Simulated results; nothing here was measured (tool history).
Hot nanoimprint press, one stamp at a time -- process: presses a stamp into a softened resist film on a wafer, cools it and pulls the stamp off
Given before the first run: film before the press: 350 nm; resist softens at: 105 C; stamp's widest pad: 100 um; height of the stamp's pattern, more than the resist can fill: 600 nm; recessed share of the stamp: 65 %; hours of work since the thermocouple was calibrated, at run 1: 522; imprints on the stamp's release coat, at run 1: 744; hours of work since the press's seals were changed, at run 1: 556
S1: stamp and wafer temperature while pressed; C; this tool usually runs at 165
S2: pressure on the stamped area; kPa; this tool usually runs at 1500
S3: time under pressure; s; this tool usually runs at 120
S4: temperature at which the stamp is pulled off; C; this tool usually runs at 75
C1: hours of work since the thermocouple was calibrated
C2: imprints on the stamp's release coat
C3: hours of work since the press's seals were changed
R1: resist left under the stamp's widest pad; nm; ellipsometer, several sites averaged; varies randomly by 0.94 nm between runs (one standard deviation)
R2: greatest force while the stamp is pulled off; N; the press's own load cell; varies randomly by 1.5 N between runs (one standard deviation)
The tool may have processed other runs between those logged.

run   hour   S1    S2   S3  S4   C1   C2   C3     R1   R2
  1    0.0  165  1500  120  75  522  744  556  118.3  116
  2   34.3  165  1500  120  75  540  815  574  117.2  120
  3   53.6  165  1500  120  75  550  856  584  117.2  120
      66.8  -- plate thermocouple calibrated
  4   91.4  165  1500  152  75   13  928  602   98.8  116
     101.9  -- stamp cleaned and given a new release coat
  5  133.5  165  1500  152  75   32   66  621   98.8  101
  6  169.5  165  1500  120  75   50  141  640  107.8  101
  7  204.2  165  1500  120  75   68  213  658  106.9  101
  8  222.3  165  1500  120  75   78  251  667  108.3  105
  9  238.2  165  1500  120  75   86  284  675  108.0  103
 10  255.4  165  1500  120  75   95  320  684  108.2  103
 11  277.9  165  1500  120  75  107  367  696  107.5  107
     299.3  -- plate thermocouple calibrated, once more
 12  316.7  165  1500   76  75    9  441  714  160.6  113
 13  347.6  165  1500   76  75   25  506  731  159.3  116
 14  375.2  165  1500   76  74   39  563  745  160.4  121
 15  410.1  162  1500   76  70   58  636  763  187.8  135
 16  438.2  158  1520  106  83   72  694  778  202.4  100
 17  460.4  158  2220  234  73   84  741  789  127.8  129
 18  497.6  165  1710   86  78  103  818  809  142.3  118
 19  519.5  163  2130   86  78  114  864  820  145.3  115
     559.1  -- stamp cleaned and given a new release coat
 20  561.9  163  2130   86  78  133    5  839  144.2   97
 21  579.0  169  1070   82  65  142   41  848  141.8  128
 22  596.1  175  1070   82  72  151   77  857  105.5  117
 23  629.2  162  1070   82  72  168  145  874  201.1  118
 24  667.5  162  1070   82  72  188  225  894  200.0  118
 25  703.0  162  1070   82  72  207  299  912  200.6  118

Per-run results on a tool with no hidden state, each run keeping its own random variation:
Unlogged tool condition in this case: true temperature over the reading, C; pressure that arrives at the usual setting, %; grip of the stamp's worn release coat, % over a new coat's; drift of the gauge itself on residual_nm, %; drift of the gauge itself on pull_off_n, %.
run     R1   R2
  1  132.7  105
  2  131.9  107
  3  132.3  107
  4  120.0  105
  5  120.4  109
  6  131.5  107
  7  130.9  106
  8  132.7  109
  9  132.8  107
 10  133.1  106
 11  132.6  109
 12  158.7  104
 13  157.8  104
 14  159.4  108
 15  187.5  119
 16  202.9   88
 17  127.7  112
 18  143.1  101
 19  146.1   98
 20  145.6   98
 21  144.4  128
 22  107.6  116
 23  205.8  116
 24  205.5  114
 25  206.7  113
